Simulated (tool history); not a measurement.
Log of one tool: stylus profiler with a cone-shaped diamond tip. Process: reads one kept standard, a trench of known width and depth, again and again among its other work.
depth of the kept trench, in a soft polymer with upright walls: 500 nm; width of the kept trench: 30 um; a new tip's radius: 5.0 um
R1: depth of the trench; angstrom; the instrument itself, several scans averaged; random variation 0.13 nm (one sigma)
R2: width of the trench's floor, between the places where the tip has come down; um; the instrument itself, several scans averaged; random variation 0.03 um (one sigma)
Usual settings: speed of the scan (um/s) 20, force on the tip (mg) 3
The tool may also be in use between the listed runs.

Run 1, hour 0: usual settings. Result: R1 5073.7 angstrom, R2 24.97 um.
Run 2, hour 9.2: usual settings. Result: R1 5073.6 angstrom, R2 24.99 um.
Run 3, hour 20.5: usual settings. Result: R1 5074.3 angstrom, R2 24.94 um.
Run 4, hour 37.4: usual settings. Result: R1 5069.8 angstrom, R2 24.95 um.
Run 5, hour 49.2: usual settings but speed of the scan (um/s) 23. Result: R1 5075 angstrom, R2 24.93 um.
Run 6, hour 62.2: usual settings but force on the tip (mg) 2.27. Result: R1 5061.1 angstrom, R2 24.96 um.
Run 7, hour 78.3: usual settings but force on the tip (mg) 2.27. Result: R1 5059.4 angstrom, R2 24.97 um.
Run 8, hour 92.2: usual settings but speed of the scan (um/s) 12. Result: R1 5073.7 angstrom, R2 24.92 um.
Run 9, hour 108.8: usual settings but speed of the scan (um/s) 31. Result: R1 5071.3 angstrom, R2 24.9 um.
Run 10, hour 116.6: usual settings but speed of the scan (um/s) 31. Result: R1 5075 angstrom, R2 24.87 um.
Run 11, hour 131: usual settings but speed of the scan (um/s) 17. Result: R1 5073.4 angstrom, R2 24.87 um.
Run 12, hour 142.8: usual settings but speed of the scan (um/s) 17, force on the tip (mg) 7.65. Result: R1 5138.1 angstrom, R2 24.9 um.
Run 13, hour 156.5: usual settings but speed of the scan (um/s) 17, force on the tip (mg) 7.65. Result: R1 5139.1 angstrom, R2 24.86 um.
Run 14, hour 169.3: usual settings but force on the tip (mg) 3.49. Result: R1 5079.9 angstrom, R2 24.87 um.
Run 15, hour 185.3: usual settings but force on the tip (mg) 3.49. Result: R1 5079.1 angstrom, R2 24.8 um.
Run 16, hour 193.7: usual settings but force on the tip (mg) 1.98. Result: R1 5055.3 angstrom, R2 24.78 um.
Run 17, hour 210.5: usual settings but force on the tip (mg) 1.98. Result: R1 5053.8 angstrom, R2 24.77 um.
Run 18, hour 226.7: usual settings but force on the tip (mg) 5.94. Result: R1 5113.7 angstrom, R2 24.81 um.
Run 19, hour 235.4: usual settings but force on the tip (mg) 5.94. Result: R1 5114.2 angstrom, R2 24.74 um.
Run 20, hour 245.3: usual settings but force on the tip (mg) 5.94. Result: R1 5114.1 angstrom, R2 24.8 um.
Run 21, hour 255.6: usual settings but speed of the scan (um/s) 23, force on the tip (mg) 5.16. Result: R1 5106.8 angstrom, R2 24.81 um.
Run 22, hour 265.1: usual settings but speed of the scan (um/s) 71, force on the tip (mg) 1.05. Result: R1 5034 angstrom, R2 24.45 um.
Run 23, hour 282.1: usual settings but speed of the scan (um/s) 71, force on the tip (mg) 1.05. Result: R1 5033.6 angstrom, R2 24.4 um.
Run 24, hour 293.5: usual settings but speed of the scan (um/s) 40, force on the tip (mg) 1.01. Result: R1 5034 angstrom, R2 24.55 um.
Run 25, hour 304.7: usual settings but speed of the scan (um/s) 40, force on the tip (mg) 1.01. Result: R1 5030.3 angstrom, R2 24.56 um.
Run 26, hour 311.8: usual settings but speed of the scan (um/s) 66, force on the tip (mg) 5.47. Result: R1 5108.4 angstrom, R2 24.63 um.
Run 27, hour 320.9: usual settings but speed of the scan (um/s) 10, force on the tip (mg) 2.82. Result: R1 5066.5 angstrom, R2 24.68 um.
Run 28, hour 329.2: usual settings but speed of the scan (um/s) 6, force on the tip (mg) 5.95. Result: R1 5115.7 angstrom, R2 24.78 um.
Run 29, hour 339.1: usual settings but force on the tip (mg) 1.17. Result: R1 5037.8 angstrom, R2 24.64 um.
Run 30, hour 351.6: usual settings but speed of the scan (um/s) 6, force on the tip (mg) 7.68. Result: R1 5135.3 angstrom, R2 24.71 um.
Run 31, hour 366.9: usual settings but speed of the scan (um/s) 54, force on the tip (mg) 1.47. Result: R1 5042.6 angstrom, R2 24.48 um.
Run 32, hour 374: usual settings but speed of the scan (um/s) 54, force on the tip (mg) 1.47. Result: R1 5041.2 angstrom, R2 24.49 um.

3 ways to go on from here, each from the tool as it stands after run 32. What would each give?
Run A, hour 390.5: usual settings but speed of the scan (um/s) 6, force on the tip (mg) 4.64. Result: R1 ?, R2 ?.
Run B, hour 390.5: usual settings but speed of the scan (um/s) 56, force on the tip (mg) 5.98. Result: R1 ?, R2 ?.
Run C, hour 390.5: usual settings but speed of the scan (um/s) 54, force on the tip (mg) 1.41. Result: R1 ?, R2 ?.

run      R1     R2
  A  5097.2  24.65
  B  5111.6  24.62
  C  5040.7  24.44
Without the tool's hidden state the same runs would have given:
run      R1     R2
  A  5100.5   25.6
  B    5115  25.58
  C  5043.9  25.39
